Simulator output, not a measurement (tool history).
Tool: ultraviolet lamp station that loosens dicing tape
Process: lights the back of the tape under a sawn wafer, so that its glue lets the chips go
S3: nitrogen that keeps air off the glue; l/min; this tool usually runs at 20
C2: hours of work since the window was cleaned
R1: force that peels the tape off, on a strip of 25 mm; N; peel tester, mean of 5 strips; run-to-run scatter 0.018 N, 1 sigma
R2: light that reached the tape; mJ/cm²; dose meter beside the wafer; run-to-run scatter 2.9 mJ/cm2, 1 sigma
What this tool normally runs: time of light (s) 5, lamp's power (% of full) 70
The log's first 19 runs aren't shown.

At hour 139.6: window cleaned of glue's vapour, once more.
Run 20, hour 142.0: usual settings but lamp's power (% of full) 83; hours of work of the lamp 320; C2 2. Result: R1 0.788 N, R2 432 mJ/cm².
Run 21, hour 149.7: usual settings but lamp's power (% of full) 99, S3 11 l/min; hours of work of the lamp 325; C2 7. Result: R1 0.952 N, R2 517 mJ/cm².
Run 22, hour 158.5: usual settings but lamp's power (% of full) 71; hours of work of the lamp 332; C2 14. Result: R1 1.109 N, R2 372 mJ/cm².
Run 23, hour 165.7: usual settings but time of light (s) 8, lamp's power (% of full) 71, S3 31 l/min; hours of work of the lamp 337; C2 19. Result: R1 0.265 N, R2 592 mJ/cm².
Run 24, hour 172.2: usual settings but S3 10 l/min; hours of work of the lamp 342; C2 24. Result: R1 1.900 N, R2 362 mJ/cm².
Run 25, hour 183.1: usual settings but lamp's power (% of full) 85; hours of work of the lamp 350; C2 32. Result: R1 0.790 N, R2 439 mJ/cm².
Run 26, hour 189.7: usual settings but S3 7 l/min; hours of work of the lamp 355; C2 37. Result: R1 2.207 N, R2 368 mJ/cm².
Run 27, hour 200.0: usual settings but S3 7 l/min; hours of work of the lamp 363; C2 45. Result: R1 2.348 N, R2 360 mJ/cm².
Run 28, hour 206.5: usual settings but time of light (s) 8, S3 16 l/min; hours of work of the lamp 367; C2 49. Result: R1 0.529 N, R2 570 mJ/cm².
Run 29, hour 216.6: usual settings but time of light (s) 8, lamp's power (% of full) 71, S3 12 l/min; hours of work of the lamp 375; C2 57. Result: R1 0.679 N, R2 573 mJ/cm².
Run 30, hour 225.9: usual settings but lamp's power (% of full) 61; hours of work of the lamp 382; C2 64. Result: R1 1.557 N, R2 310 mJ/cm².
Run 31, hour 232.9: usual settings but time of light (s) 10, lamp's power (% of full) 94; hours of work of the lamp 387; C2 69. Result: R1 0.128 N, R2 944 mJ/cm².
Run 32, hour 244.5: usual settings but time of light (s) 4, lamp's power (% of full) 72, S3 18 l/min; hours of work of the lamp 396; C2 77. Result: R1 1.823 N, R2 290 mJ/cm².
Run 33, hour 250.9: usual settings but time of light (s) 10, lamp's power (% of full) 85, S3 7 l/min; hours of work of the lamp 400; C2 82. Result: R1 0.489 N, R2 856 mJ/cm².
Run 34, hour 258.8: usual settings but time of light (s) 7; hours of work of the lamp 406; C2 88. Result: R1 0.615 N, R2 487 mJ/cm².
Run 35, hour 269.8: usual settings but time of light (s) 7, S3 7 l/min; hours of work of the lamp 414; C2 96. Result: R1 1.502 N, R2 487 mJ/cm².
Run 36, hour 275.5: usual settings but time of light (s) 3, S3 31 l/min; hours of work of the lamp 418; C2 100. Result: R1 2.174 N, R2 211 mJ/cm².

Expected results for the next run?
Run 37, hour 284.5: usual settings but time of light (s) 4, S3 7 l/min; hours of work of the lamp 425; C2 107. Result: R1 ?, R2 ?.

{"run 37": {"R1": 3.181, "R2": 275}}
Take away the tool's hidden state, keep the run-to-run variation as it was, and the same run would have given R1 2.591 N, R2 333 mJ/cm².
